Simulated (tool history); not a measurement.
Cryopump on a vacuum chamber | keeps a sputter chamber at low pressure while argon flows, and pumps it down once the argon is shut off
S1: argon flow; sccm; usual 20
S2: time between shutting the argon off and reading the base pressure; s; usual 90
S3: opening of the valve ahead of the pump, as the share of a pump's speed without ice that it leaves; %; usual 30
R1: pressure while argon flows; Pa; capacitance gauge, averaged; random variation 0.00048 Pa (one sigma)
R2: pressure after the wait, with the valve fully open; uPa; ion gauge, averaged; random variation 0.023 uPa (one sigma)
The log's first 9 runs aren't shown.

-- day=26.858 pump warmed up, emptied and cooled again
run 10 day=30.033 | S1=20 S2=122 S3=30 | R1=0.0594 R2=0.94
run 11 day=34.929 | S1=9 S2=90 S3=30 | R1=0.0269 R2=1.21
run 12 day=37.288 | S1=9 S2=90 S3=30 | R1=0.0275 R2=1.18
run 13 day=40.792 | S1=20 S2=90 S3=30 | R1=0.0614 R2=1.28
run 14 day=44.146 | S1=20 S2=89 S3=30 | R1=0.0617 R2=1.29
run 15 day=46.646 | S1=20 S2=89 S3=30 | R1=0.0609 R2=1.38
run 16 day=50.642 | S1=20 S2=132 S3=30 | R1=0.0618 R2=1.15
run 17 day=54.225 | S1=20 S2=90 S3=30 | R1=0.0619 R2=1.41
run 18 day=57.242 | S1=20 S2=90 S3=30 | R1=0.0618 R2=1.43
run 19 day=60.342 | S1=20 S2=90 S3=30 | R1=0.0626 R2=1.49
run 20 day=62.592 | S1=20 S2=90 S3=34 | R1=0.0554 R2=1.49
-- day=65.542 pump warmed up, emptied and cooled again
run 21 day=67.500 | S1=20 S2=90 S3=34 | R1=0.0538 R2=1.51
run 22 day=69.896 | S1=33 S2=189 S3=27 | R1=0.1104 R2=1.13
run 23 day=72.854 | S1=11 S2=32 S3=18 | R1=0.0547 R2=2.66
run 24 day=76.454 | S1=11 S2=32 S3=18 | R1=0.0561 R2=2.66
run 25 day=78.867 | S1=32 S2=127 S3=18 | R1=0.1599 R2=1.36
run 26 day=81.033 | S1=38 S2=106 S3=17 | R1=0.2044 R2=1.50
run 27 day=84.838 | S1=38 S2=106 S3=17 | R1=0.2053 R2=1.57
run 28 day=87.058 | S1=11 S2=30 S3=32 | R1=0.0331 R2=2.88
run 29 day=89.625 | S1=29 S2=30 S3=34 | R1=0.0802 R2=2.89
run 30 day=93.271 | S1=20 S2=27 S3=30 | R1=0.0622 R2=3.29
run 31 day=97.133 | S1=20 S2=27 S3=30 | R1=0.0629 R2=3.27
run 32 day=101.879 | S1=20 S2=27 S3=30 | R1=0.0634 R2=3.30
-- day=104.529 pump warmed up, emptied and cooled again
run 33 day=104.571 | S1=20 S2=22 S3=54 | R1=0.0338 R2=3.64

5 ways to go on from here, each from the tool as it stands after run 33. What would each give?
run A day=106.975 | S1=35 S2=22 S3=54 | R1=? R2=?
run B day=106.975 | S1=17 S2=90 S3=30 | R1=? R2=?
run C day=106.975 | S1=22 S2=22 S3=54 | R1=? R2=?
run D day=106.975 | S1=20 S2=282 S3=15 | R1=? R2=?
run E day=106.975 | S1=20 S2=178 S3=21 | R1=? R2=?

run=A R1=0.0606 R2=3.72
run=B R1=0.0515 R2=1.79
run=C R1=0.0378 R2=3.67
run=D R1=0.1207 R2=1.41
run=E R1=0.0859 R2=1.48
Without the tool's hidden state the same runs would have given:
run=A R1=0.0585 R2=2.72
run=B R1=0.0505 R2=0.78
run=C R1=0.0365 R2=2.69
run=D R1=0.1195 R2=0.39
run=E R1=0.0847 R2=0.49

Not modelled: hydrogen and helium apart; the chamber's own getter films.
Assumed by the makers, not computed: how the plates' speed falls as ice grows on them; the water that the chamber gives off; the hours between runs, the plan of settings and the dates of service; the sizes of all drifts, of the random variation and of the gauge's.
